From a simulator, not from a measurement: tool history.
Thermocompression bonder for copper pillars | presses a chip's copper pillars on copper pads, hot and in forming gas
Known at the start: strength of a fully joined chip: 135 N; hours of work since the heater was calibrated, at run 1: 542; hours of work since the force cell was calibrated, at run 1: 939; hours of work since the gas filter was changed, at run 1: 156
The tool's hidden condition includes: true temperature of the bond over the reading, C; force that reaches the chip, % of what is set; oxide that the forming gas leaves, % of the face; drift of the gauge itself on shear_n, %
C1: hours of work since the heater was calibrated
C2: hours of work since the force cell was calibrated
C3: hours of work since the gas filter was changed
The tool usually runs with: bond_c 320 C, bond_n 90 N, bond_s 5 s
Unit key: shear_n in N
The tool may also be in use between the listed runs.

run 1 hour=0.0 | bond_c=320 bond_n=90 bond_s=5 | C1=542 C2=939 C3=156 | shear_n=97.7
run 2 hour=28.8 | bond_c=320 bond_n=90 bond_s=5 | C1=556 C2=953 C3=171 | shear_n=97.6
run 3 hour=56.0 | bond_c=320 bond_n=90 bond_s=6 | C1=570 C2=967 C3=184 | shear_n=102.4
-- hour=82.6 forming gas filter changed
run 4 hour=103.2 | bond_c=320 bond_n=90 bond_s=6 | C1=594 C2=991 C3=10 | shear_n=102.2
run 5 hour=154.3 | bond_c=333 bond_n=90 bond_s=5 | C1=620 C2=1017 C3=36 | shear_n=107.1
run 6 hour=191.6 | bond_c=320 bond_n=90 bond_s=11 | C1=639 C2=1036 C3=55 | shear_n=115.9
run 7 hour=231.1 | bond_c=320 bond_n=90 bond_s=11 | C1=659 C2=1056 C3=76 | shear_n=115.5
run 8 hour=277.8 | bond_c=320 bond_n=90 bond_s=11 | C1=683 C2=1080 C3=99 | shear_n=114.8
run 9 hour=319.7 | bond_c=320 bond_n=90 bond_s=11 | C1=704 C2=1101 C3=121 | shear_n=115.1
-- hour=334.8 force cell calibrated
run 10 hour=355.3 | bond_c=320 bond_n=90 bond_s=5 | C1=721 C2=10 C3=138 | shear_n=98.4
run 11 hour=406.9 | bond_c=320 bond_n=90 bond_s=5 | C1=747 C2=37 C3=164 | shear_n=97.3
run 12 hour=435.0 | bond_c=308 bond_n=91 bond_s=10 | C1=762 C2=51 C3=178 | shear_n=105.2
-- hour=473.9 forming gas filter changed
run 13 hour=489.8 | bond_c=320 bond_n=115 bond_s=7 | C1=789 C2=79 C3=8 | shear_n=117.5
run 14 hour=534.0 | bond_c=320 bond_n=115 bond_s=7 | C1=812 C2=101 C3=31 | shear_n=118.7
run 15 hour=566.8 | bond_c=296 bond_n=56 bond_s=5 | C1=828 C2=118 C3=47 | shear_n=50.5
run 16 hour=623.1 | bond_c=322 bond_n=92 bond_s=15 | C1=857 C2=146 C3=76 | shear_n=121.8
run 17 hour=658.6 | bond_c=342 bond_n=87 bond_s=4 | C1=875 C2=164 C3=94 | shear_n=106.6
run 18 hour=711.4 | bond_c=342 bond_n=87 bond_s=4 | C1=902 C2=191 C3=121 | shear_n=107.2
run 19 hour=766.8 | bond_c=342 bond_n=87 bond_s=4 | C1=930 C2=219 C3=149 | shear_n=106.2
run 20 hour=825.4 | bond_c=346 bond_n=87 bond_s=11 | C1=960 C2=249 C3=179 | shear_n=126.5

Each row is a separate what-if for the run after 20, all from the same tool condition, not one after another. Results?
run A hour=850.4 | bond_c=329 bond_n=90 bond_s=8 | C1=973 C2=262 C3=191 | shear_n=?
run B hour=850.4 | bond_c=332 bond_n=87 bond_s=7 | C1=973 C2=262 C3=191 | shear_n=?
run C hour=850.4 | bond_c=340 bond_n=128 bond_s=11 | C1=973 C2=262 C3=191 | shear_n=?
run D hour=850.4 | bond_c=320 bond_n=90 bond_s=11 | C1=973 C2=262 C3=191 | shear_n=?

run=A shear_n=113.5
run=B shear_n=112.3
run=C shear_n=131.1
run=D shear_n=114.7
Without the tool's hidden state the same runs would have given:
run=A shear_n=113.8
run=B shear_n=112.6
run=C shear_n=131.3
run=D shear_n=115.0
